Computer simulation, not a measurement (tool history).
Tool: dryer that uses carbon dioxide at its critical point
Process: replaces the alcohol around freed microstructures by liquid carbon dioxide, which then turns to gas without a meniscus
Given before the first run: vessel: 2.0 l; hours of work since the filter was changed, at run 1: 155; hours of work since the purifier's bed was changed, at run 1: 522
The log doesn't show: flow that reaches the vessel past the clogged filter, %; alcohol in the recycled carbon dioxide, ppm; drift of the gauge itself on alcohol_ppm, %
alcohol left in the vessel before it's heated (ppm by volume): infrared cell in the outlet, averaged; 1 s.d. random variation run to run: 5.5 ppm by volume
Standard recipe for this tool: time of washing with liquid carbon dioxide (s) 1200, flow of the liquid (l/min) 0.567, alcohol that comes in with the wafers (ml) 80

run    hour  time of washing with liquid carbon dioxide (s)  flow of the liquid (l/min)  alcohol that comes in with the wafers (ml)  hours of work since the filter was changed  hours of work since the purifier's bed was changed  alcohol left in the vessel before it's heated (ppm by volume)
  1     0.0                                            1200                       0.567                                          80                                         155                                                 522                                                            399
  2    32.9                                            1200                       0.567                                          80                                         178                                                 545                                                            415
  3    85.8                                            1200                       0.567                                          80                                         214                                                 581                                                            445
  4   109.2                                            1200                       0.567                                          80                                         230                                                 597                                                            460
      119.5  -- purifier's bed changed
  5   136.1                                            1200                       0.567                                          80                                         246                                                  11                                                            210
      147.6  -- inlet filter changed
  6   191.8                                            1200                       0.567                                          80                                          30                                                  49                                                            180
  7   236.2                                            1200                       0.606                                          80                                          60                                                  79                                                            146
  8   264.9                                            1560                       0.567                                          80                                          80                                                  98                                                             73
  9   309.0                                            1560                       0.567                                          80                                         110                                                 129                                                             92
 10   348.9                                            1200                       0.567                                          30                                         137                                                 156                                                            146
 11   396.2                                            1200                       0.567                                          21                                         170                                                 188                                                            129
 12   451.4                                            1200                       0.567                                          80                                         207                                                 226                                                            286
 13   496.3                                            1200                       0.567                                          80                                         238                                                 256                                                            312
      517.1  -- inlet filter changed
 14   549.7                                            1200                       0.443                                          80                                          22                                                 292                                                            640
 15   586.1                                            1200                       0.443                                          80                                          47                                                 317                                                            645
 16   631.0                                            1200                       0.443                                          80                                          78                                                 347                                                            686
 17   659.5                                            1200                       0.443                                          80                                          97                                                 367                                                            682
 18   702.6                                            1200                       0.567                                          33                                         126                                                 396                                                            230
 19   731.7                                            1200                       0.567                                          33                                         146                                                 416                                                            247
 20   762.3                                            1200                       0.567                                          33                                         167                                                 437                                                            268
 21   806.1                                             780                       0.683                                          44                                         197                                                 467                                                            523
 22   846.4                                             780                       0.683                                          29                                         225                                                 494                                                            445
      887.3  -- inlet filter changed
 23   887.3                                            1200                       0.440                                          23                                           0                                                 521                                                            371
 24   916.1                                            1080                       0.504                                          80                                          20                                                 541                                                            680
 25   939.4                                            1080                       0.504                                          80                                          36                                                 557                                                            701
 26   984.5                                            1080                       0.504                                          80                                          66                                                 588                                                            738
     1009.6  -- purifier's bed changed
 27  1031.0                                             780                       0.515                                          39                                          96                                                  15                                                            794
 28  1068.7                                             780                       0.515                                          92                                         122                                                  40                                                           1866
 29  1103.0                                             780                       0.515                                          92                                         145                                                  64                                                           1891
 30  1148.8                                             780                       0.341                                          62                                         176                                                  95                                                           3800
 31  1186.0                                             780                       0.341                                          62                                         202                                                 120                                                           3979
 32  1228.3                                             780                       0.341                                          62                                         230                                                 149                                                           3922
     1261.5  -- inlet filter changed
 33  1276.5                                             780                       0.341                                          62                                          10                                                 181                                                           3586
 34  1319.4                                            1020                       0.586                                          23                                          39                                                 211                                                            187
 35  1368.6                                            1020                       0.586                                          23                                          73                                                 244                                                            206
 36  1416.4                                            1200                       0.577                                          28                                         106                                                 277                                                            178
 37  1455.0                                             960                       0.350                                          28                                         132                                                 303                                                           1073
 38  1510.2                                             960                       0.535                                          73                                         170                                                 341                                                            793

Pick out some run-to-run changes in alcohol left in the vessel before it's heated (ppm by volume). Of each, how much would a tool without hidden state show as well, from the settings, what came in and chance, and how much is left for the hidden state and any gauge scatter not in both results compared?
Run 4 -> 5: purifier's bed changed. alcohol left in the vessel before it's heated (ppm by volume) -250: hidden state -236, all else -14.
Run 26 -> 27: time of washing with liquid carbon dioxide (s) 1080 -> 780, flow of the liquid (l/min) 0.504 -> 0.515, alcohol that comes in with the wafers (ml) 80 -> 39, purifier's bed changed. alcohol left in the vessel before it's heated (ppm by volume) +56: hidden state -213, all else +269.
Run 27 -> 28: alcohol that comes in with the wafers (ml) 39 -> 92. alcohol left in the vessel before it's heated (ppm by volume) +1072: hidden state +136, all else +936.
Run 29 -> 30: flow of the liquid (l/min) 0.515 -> 0.341, alcohol that comes in with the wafers (ml) 92 -> 62. alcohol left in the vessel before it's heated (ppm by volume) +1909: hidden state +153, all else +1756.
Run 32 -> 33: inlet filter changed. alcohol left in the vessel before it's heated (ppm by volume) -336: hidden state -400, all else +64.
Run 33 -> 34: time of washing with liquid carbon dioxide (s) 780 -> 1020, flow of the liquid (l/min) 0.341 -> 0.586, alcohol that comes in with the wafers (ml) 62 -> 23. alcohol left in the vessel before it's heated (ppm by volume) -3399: hidden state -39, all else -3360.
